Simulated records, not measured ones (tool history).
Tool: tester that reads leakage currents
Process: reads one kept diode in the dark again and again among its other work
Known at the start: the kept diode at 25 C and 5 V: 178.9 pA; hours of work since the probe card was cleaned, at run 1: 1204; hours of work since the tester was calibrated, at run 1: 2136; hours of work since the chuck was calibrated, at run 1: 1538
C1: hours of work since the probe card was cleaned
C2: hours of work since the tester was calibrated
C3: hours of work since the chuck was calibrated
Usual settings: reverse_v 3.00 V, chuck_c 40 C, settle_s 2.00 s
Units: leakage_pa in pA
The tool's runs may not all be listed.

run 1 hour=0.0 | reverse_v=3.00 chuck_c=40 settle_s=2.00 | C1=1204 C2=2136 C3=1538 | leakage_pa=469.22
run 2 hour=109.0 | reverse_v=3.00 chuck_c=40 settle_s=6.72 | C1=1251 C2=2183 C3=1585 | leakage_pa=470.93
run 3 hour=236.2 | reverse_v=3.00 chuck_c=40 settle_s=2.00 | C1=1305 C2=2238 C3=1640 | leakage_pa=469.62
run 4 hour=325.8 | reverse_v=3.00 chuck_c=40 settle_s=2.00 | C1=1344 C2=2276 C3=1678 | leakage_pa=470.53
run 5 hour=460.4 | reverse_v=3.00 chuck_c=40 settle_s=0.52 | C1=1402 C2=2334 C3=1736 | leakage_pa=468.75
run 6 hour=611.1 | reverse_v=3.00 chuck_c=40 settle_s=3.89 | C1=1467 C2=2399 C3=1801 | leakage_pa=467.38
run 7 hour=716.4 | reverse_v=3.00 chuck_c=40 settle_s=3.89 | C1=1512 C2=2444 C3=1846 | leakage_pa=470.95
run 8 hour=847.8 | reverse_v=3.00 chuck_c=28 settle_s=2.00 | C1=1568 C2=2501 C3=1903 | leakage_pa=183.06
-- hour=959.8 probe card cleaned and baked
run 9 hour=990.8 | reverse_v=3.00 chuck_c=28 settle_s=2.00 | C1=13 C2=2561 C3=1963 | leakage_pa=182.49
run 10 hour=1076.8 | reverse_v=3.00 chuck_c=40 settle_s=2.00 | C1=50 C2=2598 C3=2000 | leakage_pa=466.67
run 11 hour=1206.6 | reverse_v=3.00 chuck_c=39 settle_s=2.00 | C1=106 C2=2654 C3=2056 | leakage_pa=435.77
-- hour=1225.2 chuck's temperature calibrated
run 12 hour=1288.2 | reverse_v=3.00 chuck_c=39 settle_s=0.75 | C1=140 C2=2688 C3=27 | leakage_pa=437.07
run 13 hour=1380.8 | reverse_v=3.00 chuck_c=39 settle_s=0.75 | C1=180 C2=2728 C3=67 | leakage_pa=432.90
run 14 hour=1452.7 | reverse_v=3.00 chuck_c=40 settle_s=2.00 | C1=211 C2=2758 C3=98 | leakage_pa=468.88
run 15 hour=1591.9 | reverse_v=3.00 chuck_c=40 settle_s=2.00 | C1=271 C2=2818 C3=158 | leakage_pa=469.80
run 16 hour=1732.4 | reverse_v=3.00 chuck_c=40 settle_s=2.00 | C1=331 C2=2879 C3=218 | leakage_pa=467.33
run 17 hour=1870.4 | reverse_v=3.00 chuck_c=40 settle_s=2.00 | C1=390 C2=2938 C3=277 | leakage_pa=470.01
run 18 hour=1932.5 | reverse_v=2.33 chuck_c=40 settle_s=2.00 | C1=417 C2=2965 C3=304 | leakage_pa=418.44
run 19 hour=2016.7 | reverse_v=3.00 chuck_c=46 settle_s=2.55 | C1=453 C2=3001 C3=340 | leakage_pa=731.43
run 20 hour=2095.8 | reverse_v=1.47 chuck_c=35 settle_s=0.38 | C1=487 C2=3035 C3=374 | leakage_pa=233.42
run 21 hour=2185.1 | reverse_v=1.47 chuck_c=28 settle_s=0.38 | C1=526 C2=3073 C3=412 | leakage_pa=131.94
run 22 hour=2283.2 | reverse_v=1.66 chuck_c=21 settle_s=1.78 | C1=568 C2=3115 C3=455 | leakage_pa=77.84
run 23 hour=2430.9 | reverse_v=1.66 chuck_c=21 settle_s=1.78 | C1=631 C2=3179 C3=518 | leakage_pa=77.97
run 24 hour=2512.2 | reverse_v=3.29 chuck_c=44 settle_s=8.36 | C1=666 C2=3214 C3=553 | leakage_pa=658.39
run 25 hour=2630.8 | reverse_v=2.64 chuck_c=40 settle_s=9.05 | C1=717 C2=3265 C3=604 | leakage_pa=442.62
run 26 hour=2709.5 | reverse_v=5.85 chuck_c=33 settle_s=0.43 | C1=751 C2=3298 C3=638 | leakage_pa=372.55
run 27 hour=2857.5 | reverse_v=6.17 chuck_c=25 settle_s=0.67 | C1=814 C2=3362 C3=701 | leakage_pa=198.19
run 28 hour=2965.8 | reverse_v=2.48 chuck_c=38 settle_s=2.28 | C1=861 C2=3408 C3=748 | leakage_pa=371.20
run 29 hour=3040.0 | reverse_v=2.48 chuck_c=35 settle_s=0.66 | C1=893 C2=3440 C3=780 | leakage_pa=295.72
run 30 hour=3158.6 | reverse_v=2.48 chuck_c=35 settle_s=0.66 | C1=944 C2=3491 C3=831 | leakage_pa=293.97
run 31 hour=3259.4 | reverse_v=2.48 chuck_c=31 settle_s=3.52 | C1=987 C2=3535 C3=874 | leakage_pa=213.73
run 32 hour=3323.3 | reverse_v=2.48 chuck_c=31 settle_s=3.52 | C1=1015 C2=3562 C3=901 | leakage_pa=213.41
run 33 hour=3455.8 | reverse_v=11.43 chuck_c=27 settle_s=0.92 | C1=1072 C2=3619 C3=958 | leakage_pa=308.24
run 34 hour=3606.1 | reverse_v=11.43 chuck_c=28 settle_s=0.92 | C1=1136 C2=3684 C3=1023 | leakage_pa=336.30
run 35 hour=3677.0 | reverse_v=18.47 chuck_c=25 settle_s=4.30 | C1=1167 C2=3714 C3=1053 | leakage_pa=321.60

5 ways to go on from here, each from the tool as it stands after run 35. What would each give?
run A hour=3770.5 | reverse_v=3.00 chuck_c=33 settle_s=2.00 | C1=1207 C2=3754 C3=1094 | leakage_pa=?
run B hour=3770.5 | reverse_v=18.47 chuck_c=54 settle_s=4.30 | C1=1207 C2=3754 C3=1094 | leakage_pa=?
run C hour=3770.5 | reverse_v=20.00 chuck_c=45 settle_s=1.07 | C1=1207 C2=3754 C3=1094 | leakage_pa=?
run D hour=3770.5 | reverse_v=18.47 chuck_c=21 settle_s=1.93 | C1=1207 C2=3754 C3=1094 | leakage_pa=?
run E hour=3770.5 | reverse_v=10.27 chuck_c=25 settle_s=4.30 | C1=1207 C2=3754 C3=1094 | leakage_pa=?

run=A leakage_pa=273.75
run=B leakage_pa=2960.39
run=C leakage_pa=1616.36
run=D leakage_pa=232.44
run=E leakage_pa=247.96
Without the tool's hidden state the same runs would have given:
run=A leakage_pa=273.58
run=B leakage_pa=2958.86
run=C leakage_pa=1615.43
run=D leakage_pa=232.19
run=E leakage_pa=247.75
